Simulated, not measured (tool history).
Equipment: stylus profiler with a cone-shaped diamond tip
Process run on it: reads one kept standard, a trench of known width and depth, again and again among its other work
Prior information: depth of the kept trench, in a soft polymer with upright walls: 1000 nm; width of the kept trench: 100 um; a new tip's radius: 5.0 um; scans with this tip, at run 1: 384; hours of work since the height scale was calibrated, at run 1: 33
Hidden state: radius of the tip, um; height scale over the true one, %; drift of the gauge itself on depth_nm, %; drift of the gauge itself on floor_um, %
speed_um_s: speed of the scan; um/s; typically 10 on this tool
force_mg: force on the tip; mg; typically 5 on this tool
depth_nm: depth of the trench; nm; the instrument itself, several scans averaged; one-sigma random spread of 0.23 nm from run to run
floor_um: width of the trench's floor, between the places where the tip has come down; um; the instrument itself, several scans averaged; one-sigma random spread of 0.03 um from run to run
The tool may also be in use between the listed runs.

run,hour,speed_um_s,force_mg,scans with this tip,hours of work since the height scale was calibrated,depth_nm,floor_um
1,0,10,5,384,33,1024.56,94.02
2,22.8,10,5,522,45,1024.43,93.94
3,41.6,10,5,636,55,1024.75,93.92
4,77.6,10,5,855,74,1025.09,93.95
5,122.3,10,7.46,1126,97,1032.84,93.87
6,158.7,10,5,1347,116,1025.09,93.86
7,195.8,10,5,1572,136,1024.6,93.86
8,234.7,10,5,1809,156,1025.13,93.87
9,275.5,10,5,2056,177,1025.19,93.77
10,300.1,10,5,2205,190,1024.65,93.78
11,333.7,10,5,2409,208,1024.94,93.74
12,356.6,10,5,2549,220,1025.15,93.77
13,386.2,10,5,2728,235,1025.12,93.76
14,427.7,3,13.96,2980,257,1050.18,93.75
15,470.1,13,3.18,3237,279,1018.4,93.66
16,495.9,11,5,3394,293,1024.93,93.64
17,538.8,4,4.82,3654,315,1024.76,93.69
18,573.5,4,3.6,3865,334,1020.25,93.58
19,614.5,4,3.6,4114,355,1020.48,93.6
20,655.9,33,3.6,4365,377,1020.09,93.54
21,697.1,13,6.72,4615,398,1030.68,93.55
22,722.9,25,2.02,4772,412,1014.11,93.46
23,756.7,3,1.72,4977,430,1012.63,93.48
24,795.3,3,7.4,5212,450,1032.69,93.44
25,836.3,3,4.25,5460,471,1022.74,93.43

What if the next run were any one of these 4? Each begins from the tool's condition after run 25:
A,874.9,3,3.68,5694,492,?,?
B,874.9,9,4.26,5694,492,?,?
C,874.9,21,1.9,5694,492,?,?
D,874.9,15,3.31,5694,492,?,?

run,depth_nm,floor_um
A,1020.99,93.37
B,1022.6,93.45
C,1014,93.39
D,1019.6,93.4
Had the tool no hidden state, the same runs would have come out as:
run,depth_nm,floor_um
A,1020.2,93.93
B,1021.81,94.01
C,1013.22,93.94
D,1018.82,93.96

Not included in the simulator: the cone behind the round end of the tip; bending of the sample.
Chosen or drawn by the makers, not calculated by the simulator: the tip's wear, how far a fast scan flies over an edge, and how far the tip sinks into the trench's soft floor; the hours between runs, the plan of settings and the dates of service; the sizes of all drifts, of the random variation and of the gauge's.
